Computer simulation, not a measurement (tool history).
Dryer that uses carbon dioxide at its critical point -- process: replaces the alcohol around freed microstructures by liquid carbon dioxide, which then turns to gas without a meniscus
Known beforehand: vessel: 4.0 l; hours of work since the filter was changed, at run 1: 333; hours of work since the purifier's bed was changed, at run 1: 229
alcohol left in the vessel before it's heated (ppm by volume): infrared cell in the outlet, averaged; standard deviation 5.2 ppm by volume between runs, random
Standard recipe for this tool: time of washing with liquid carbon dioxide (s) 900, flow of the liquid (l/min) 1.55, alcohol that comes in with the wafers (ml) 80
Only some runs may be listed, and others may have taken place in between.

run	hour	time of washing with liquid carbon dioxide (s)	flow of the liquid (l/min)	alcohol that comes in with the wafers (ml)	hours of work since the filter was changed	hours of work since the purifier's bed was changed	alcohol left in the vessel before it's heated (ppm by volume)
1	0	900	1.55	80	333	229	194
2	9	900	1.55	80	338	234	183
3	15	900	2.3	80	342	238	30
4	22.2	900	2.3	80	347	243	37
5	28.4	900	2.3	80	351	246	39
6	34.3	720	2.3	80	354	250	89
7	41	720	2.3	80	359	254	92
8	49.2	900	2.07	90	364	260	58
9	55.3	900	2.07	90	367	263	60
10	63.2	900	2.07	90	372	268	63
11	72	900	1.67	90	378	274	158
12	80.7	600	1.7	63	383	279	521
13	85	780	0.96	21	386	282	469
14	91.1	660	1.15	37	390	286	724

Predict each of these 3 candidate next runs independently; none follows another, all start after run 14:
A	99.6	660	1.76	104	395	291	?
B	99.6	900	1.55	49	395	291	?
C	99.6	1140	1.32	43	395	291	?

run	alcohol left in the vessel before it's heated (ppm by volume)
A	539
B	141
C	93
What these runs would have given with no unlogged condition in the tool:
run	alcohol left in the vessel before it's heated (ppm by volume)
A	309
B	71
C	42

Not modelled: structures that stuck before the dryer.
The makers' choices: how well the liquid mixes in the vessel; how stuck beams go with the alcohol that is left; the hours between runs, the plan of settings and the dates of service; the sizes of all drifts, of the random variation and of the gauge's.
